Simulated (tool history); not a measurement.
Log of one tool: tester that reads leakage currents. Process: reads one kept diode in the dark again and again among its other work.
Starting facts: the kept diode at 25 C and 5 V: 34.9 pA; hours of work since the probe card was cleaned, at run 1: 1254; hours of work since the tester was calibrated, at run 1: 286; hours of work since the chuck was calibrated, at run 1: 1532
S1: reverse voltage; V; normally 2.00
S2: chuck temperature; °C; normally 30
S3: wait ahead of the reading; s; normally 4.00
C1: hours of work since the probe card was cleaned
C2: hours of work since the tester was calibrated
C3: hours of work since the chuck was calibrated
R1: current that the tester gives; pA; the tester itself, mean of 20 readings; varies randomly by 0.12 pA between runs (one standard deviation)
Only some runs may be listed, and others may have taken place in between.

run   hour     S1  S2    S3    C1   C2    C3      R1
  1    0.0   2.00  30  4.00  1254  286  1532   36.25
  2   43.9   2.00  30  4.00  1272  304  1550   36.40
  3   67.6   6.40  30  4.00  1282  314  1559   55.23
  4   87.7   1.71  30  4.00  1290  322  1567   34.29
  5  135.0   1.71  30  4.00  1309  341  1586   34.25
  6  163.0   1.71  30  4.00  1320  352  1598   34.27
  7  208.9   2.00  30  4.00  1339  371  1616   36.26
  8  245.2   4.10  30  4.00  1353  385  1631   47.08
  9  289.2   4.10  30  4.00  1371  403  1648   47.10
 10  310.6   4.10  30  4.00  1379  412  1657   46.94
 11  347.2   4.10  30  4.00  1394  426  1672   47.02
 12  388.1   4.10  55  4.00  1411  443  1688  239.15
 13  425.0   2.00  36  4.00  1426  458  1703   55.00
 14  464.1  15.86  43  3.63  1441  473  1719  183.95
 15  484.8  15.86  43  3.63  1450  482  1727  184.79
 16  530.8  15.86  43  3.63  1468  500  1746  185.61
 17  569.7  15.86  43  3.63  1484  516  1761  182.87
 18  597.8   3.91  59  8.63  1495  527  1773  299.37
 19  627.7   3.91  59  8.63  1507  539  1785  298.58
 20  647.8   3.87  27  1.74  1515  547  1793   37.59

Alternative continuations, all from the tool just after run 20; predict every row:
  A  694.3  2.00  59  4.00  1534  566  1812   ?
  B  694.3  1.21  39  3.12  1534  566  1812   ?
  C  694.3  7.57  30  4.00  1534  566  1812   ?

run      R1
  A  235.23
  B   56.19
  C   59.03
With the hidden condition removed and each run's random variation left untouched, the same runs would have given:
run      R1
  A  235.10
  B   56.15
  C   58.98
